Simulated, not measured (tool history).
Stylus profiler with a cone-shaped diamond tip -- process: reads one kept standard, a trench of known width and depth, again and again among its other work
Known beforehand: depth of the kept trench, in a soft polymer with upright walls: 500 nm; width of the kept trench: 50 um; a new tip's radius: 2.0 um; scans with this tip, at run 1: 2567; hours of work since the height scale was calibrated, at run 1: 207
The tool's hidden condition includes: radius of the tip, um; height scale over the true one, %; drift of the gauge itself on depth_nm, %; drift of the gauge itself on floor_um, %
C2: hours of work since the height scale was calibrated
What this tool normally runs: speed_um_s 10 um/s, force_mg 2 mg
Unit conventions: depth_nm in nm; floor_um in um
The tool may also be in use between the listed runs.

run 1 day=0 | speed_um_s=10 force_mg=2 | scans_with_this_tip=2567 C2=207 | depth_nm=504.91 floor_um=47.12
run 2 day=0.638 | speed_um_s=10 force_mg=2 | scans_with_this_tip=2675 C2=216 | depth_nm=504.83 floor_um=47.18
run 3 day=0.967 | speed_um_s=10 force_mg=2 | scans_with_this_tip=2730 C2=220 | depth_nm=504.79 floor_um=47.17
run 4 day=1.279 | speed_um_s=10 force_mg=2 | scans_with_this_tip=2783 C2=225 | depth_nm=505.04 floor_um=47.15
run 5 day=1.767 | speed_um_s=10 force_mg=2 | scans_with_this_tip=2865 C2=231 | depth_nm=504.82 floor_um=47.17
run 6 day=2.162 | speed_um_s=6 force_mg=2 | scans_with_this_tip=2932 C2=237 | depth_nm=504.71 floor_um=47.19
run 7 day=2.433 | speed_um_s=10 force_mg=2 | scans_with_this_tip=2978 C2=240 | depth_nm=504.75 floor_um=47.19
run 8 day=2.979 | speed_um_s=10 force_mg=2 | scans_with_this_tip=3070 C2=248 | depth_nm=504.77 floor_um=47.13
run 9 day=3.342 | speed_um_s=10 force_mg=2 | scans_with_this_tip=3131 C2=253 | depth_nm=504.95 floor_um=47.12
run 10 day=3.971 | speed_um_s=10 force_mg=2 | scans_with_this_tip=3237 C2=261 | depth_nm=504.81 floor_um=47.17
run 11 day=4.458 | speed_um_s=10 force_mg=2 | scans_with_this_tip=3319 C2=268 | depth_nm=505.14 floor_um=47.2
run 12 day=5.029 | speed_um_s=10 force_mg=2 | scans_with_this_tip=3416 C2=276 | depth_nm=504.94 floor_um=47.15
run 13 day=5.525 | speed_um_s=10 force_mg=2 | scans_with_this_tip=3499 C2=283 | depth_nm=504.87 floor_um=47.11
run 14 day=5.888 | speed_um_s=10 force_mg=3.06 | scans_with_this_tip=3561 C2=288 | depth_nm=506.55 floor_um=47.15
run 15 day=6.362 | speed_um_s=10 force_mg=1.24 | scans_with_this_tip=3641 C2=294 | depth_nm=503.53 floor_um=47.16
run 16 day=6.808 | speed_um_s=35 force_mg=1.24 | scans_with_this_tip=3716 C2=300 | depth_nm=503.67 floor_um=46.96
run 17 day=7.354 | speed_um_s=5 force_mg=2 | scans_with_this_tip=3808 C2=307 | depth_nm=504.94 floor_um=47.16
run 18 day=7.704 | speed_um_s=5 force_mg=2 | scans_with_this_tip=3867 C2=312 | depth_nm=504.95 floor_um=47.16
run 19 day=8.308 | speed_um_s=10 force_mg=4.36 | scans_with_this_tip=3969 C2=320 | depth_nm=508.53 floor_um=47.15
run 20 day=8.7 | speed_um_s=10 force_mg=1.12 | scans_with_this_tip=4035 C2=326 | depth_nm=503.25 floor_um=47.1
run 21 day=9.121 | speed_um_s=10 force_mg=1.12 | scans_with_this_tip=4106 C2=332 | depth_nm=503.53 floor_um=47.07
run 22 day=9.675 | speed_um_s=10 force_mg=1.12 | scans_with_this_tip=4200 C2=339 | depth_nm=503.35 floor_um=47.12
run 23 day=9.962 | speed_um_s=10 force_mg=1.12 | scans_with_this_tip=4248 C2=343 | depth_nm=503.58 floor_um=47.09
run 24 day=10.45 | speed_um_s=5 force_mg=5 | scans_with_this_tip=4330 C2=350 | depth_nm=509 floor_um=47.18
run 25 day=10.842 | speed_um_s=8 force_mg=0.86 | scans_with_this_tip=4396 C2=355 | depth_nm=502.97 floor_um=47.12
run 26 day=11.225 | speed_um_s=10 force_mg=1.07 | scans_with_this_tip=4461 C2=360 | depth_nm=503.61 floor_um=47.11
run 27 day=11.867 | speed_um_s=19 force_mg=1.3 | scans_with_this_tip=4570 C2=369 | depth_nm=504 floor_um=47.03
run 28 day=12.196 | speed_um_s=24 force_mg=0.7 | scans_with_this_tip=4625 C2=373 | depth_nm=502.43 floor_um=46.96
run 29 day=12.546 | speed_um_s=24 force_mg=0.7 | scans_with_this_tip=4684 C2=378 | depth_nm=502.49 floor_um=46.93
run 30 day=12.971 | speed_um_s=24 force_mg=0.7 | scans_with_this_tip=4756 C2=384 | depth_nm=502.29 floor_um=46.92
run 31 day=13.342 | speed_um_s=9 force_mg=1.22 | scans_with_this_tip=4819 C2=389 | depth_nm=503.55 floor_um=47.07
run 32 day=13.838 | speed_um_s=7 force_mg=0.79 | scans_with_this_tip=4902 C2=396 | depth_nm=502.74 floor_um=47.06
run 33 day=14.35 | speed_um_s=16 force_mg=1.15 | scans_with_this_tip=4989 C2=403 | depth_nm=503.44 floor_um=47.04
run 34 day=14.967 | speed_um_s=16 force_mg=1.15 | scans_with_this_tip=5093 C2=411 | depth_nm=503.64 floor_um=46.98
run 35 day=15.529 | speed_um_s=2 force_mg=1.33 | scans_with_this_tip=5188 C2=419 | depth_nm=504.01 floor_um=47.14
run 36 day=16.138 | speed_um_s=10 force_mg=4.98 | scans_with_this_tip=5290 C2=427 | depth_nm=509.33 floor_um=47.16
run 37 day=16.675 | speed_um_s=17 force_mg=3.75 | scans_with_this_tip=5381 C2=434 | depth_nm=507.35 floor_um=47.02
run 38 day=17.15 | speed_um_s=19 force_mg=0.91 | scans_with_this_tip=5461 C2=441 | depth_nm=503.12 floor_um=46.94
run 39 day=17.412 | speed_um_s=2 force_mg=1.63 | scans_with_this_tip=5506 C2=445 | depth_nm=504.67 floor_um=47.12
run 40 day=17.75 | speed_um_s=15 force_mg=1.4 | scans_with_this_tip=5562 C2=449 | depth_nm=503.96 floor_um=46.98
run 41 day=18.225 | speed_um_s=2 force_mg=2 | scans_with_this_tip=5643 C2=456 | depth_nm=505.12 floor_um=47.1
run 42 day=18.592 | speed_um_s=5 force_mg=1.58 | scans_with_this_tip=5704 C2=461 | depth_nm=504.37 floor_um=47.05
run 43 day=18.904 | speed_um_s=5 force_mg=1.58 | scans_with_this_tip=5757 C2=465 | depth_nm=504.45 floor_um=47.05
run 44 day=19.446 | speed_um_s=5 force_mg=1.58 | scans_with_this_tip=5849 C2=472 | depth_nm=504.35 floor_um=47.09
run 45 day=20.004 | speed_um_s=5 force_mg=1.58 | scans_with_this_tip=5943 C2=480 | depth_nm=504.38 floor_um=47.12

5 options for the next run, each taken on its own from the tool as it stands now. Forecast them:
run A day=20.496 | speed_um_s=27 force_mg=2.65 | scans_with_this_tip=6026 C2=487 | depth_nm=? floor_um=?
run B day=20.496 | speed_um_s=5 force_mg=4.05 | scans_with_this_tip=6026 C2=487 | depth_nm=? floor_um=?
run C day=20.496 | speed_um_s=36 force_mg=0.95 | scans_with_this_tip=6026 C2=487 | depth_nm=? floor_um=?
run D day=20.496 | speed_um_s=38 force_mg=2 | scans_with_this_tip=6026 C2=487 | depth_nm=? floor_um=?
run E day=20.496 | speed_um_s=2 force_mg=2 | scans_with_this_tip=6026 C2=487 | depth_nm=? floor_um=?

run=A depth_nm=506.1 floor_um=46.92
run=B depth_nm=508.04 floor_um=47.08
run=C depth_nm=502.97 floor_um=46.77
run=D depth_nm=505.14 floor_um=46.85
run=E depth_nm=505.43 floor_um=47.04
With no hidden state in the tool, these same runs would have given:
run=A depth_nm=505.92 floor_um=47.18
run=B depth_nm=507.85 floor_um=47.34
run=C depth_nm=502.78 floor_um=47.04
run=D depth_nm=504.95 floor_um=47.12
run=E depth_nm=505.25 floor_um=47.31
